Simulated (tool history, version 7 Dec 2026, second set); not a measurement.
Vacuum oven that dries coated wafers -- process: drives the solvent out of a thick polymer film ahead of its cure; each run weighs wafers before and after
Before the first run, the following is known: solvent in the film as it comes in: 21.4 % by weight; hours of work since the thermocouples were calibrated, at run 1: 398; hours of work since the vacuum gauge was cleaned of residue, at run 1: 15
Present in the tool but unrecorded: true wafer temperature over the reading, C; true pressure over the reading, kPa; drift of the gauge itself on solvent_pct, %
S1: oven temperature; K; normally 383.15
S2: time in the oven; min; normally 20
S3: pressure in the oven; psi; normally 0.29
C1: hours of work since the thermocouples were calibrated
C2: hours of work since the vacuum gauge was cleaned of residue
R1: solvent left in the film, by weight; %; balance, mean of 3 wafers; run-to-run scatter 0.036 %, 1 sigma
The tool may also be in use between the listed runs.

run,hour,S1,S2,S3,C1,C2,R1
1,0,383.15,20,0.29,398,15,2.37
2,33.2,383.15,20,0.29,424,40,2.4
3,58.9,383.15,20,0.29,444,60,2.35
4,87.1,383.15,20,0.29,466,82,2.35
5,121.4,383.15,20,0.632,492,109,4.06
6,156.9,383.15,20,0.157,520,136,1.74
7,187.6,383.15,20,0.29,544,160,2.4
8,217.2,383.15,20,0.29,567,183,2.43
9,236.1,383.15,20,0.189,581,198,1.84
10,253.2,370.15,20,0.189,595,211,4.42
11,281.8,370.15,32,0.189,617,233,2.58
12,313.6,370.15,32,0.189,641,258,2.58
13,344.7,370.15,32,0.189,665,282,2.62
14,370.1,370.15,32,0.189,685,301,2.52
15,389.3,370.15,32,0.189,700,316,2.59
16,428,395.15,20,0.29,730,346,1.21
17,446.8,395.15,20,0.29,745,361,1.15
18,477.9,397.15,35,0.29,769,385,0.99
19,516.6,397.15,35,0.29,799,415,0.99
20,537.9,389.15,15,0.226,815,431,1.99
# hour 563.3: oven's thermocouples calibrated
21,577.4,377.15,35,0.26,11,460,2.12
22,603.1,377.15,35,0.26,31,480,2.12
23,632.9,388.15,13,0.741,54,503,4.95
24,652.2,383.15,20,0.986,69,518,6.02
25,685.1,383.15,20,0.986,94,544,6.01
26,720.6,377.15,20,0.696,122,571,6.09
27,739.4,383.15,20,0.421,136,586,3.23
28,768.2,390.15,14,0.421,159,608,3

Consider 5 possible next runs. They are alternatives, not a sequence: every one starts from the tool as it was left by run 28. What does each give?
A,807.4,370.15,10,0.206,189,639,?
B,807.4,393.15,20,0.228,189,639,?
C,807.4,383.15,17,0.29,189,639,?
D,807.4,395.15,13,0.944,189,639,?
E,807.4,390.15,31,0.418,189,639,?

run,R1
A,8.7
B,1.21
C,3
D,4.08
E,1.93
With no hidden state in the tool, these same runs would have given:
run,R1
A,8.72
B,1.16
C,2.99
D,4.1
E,1.87
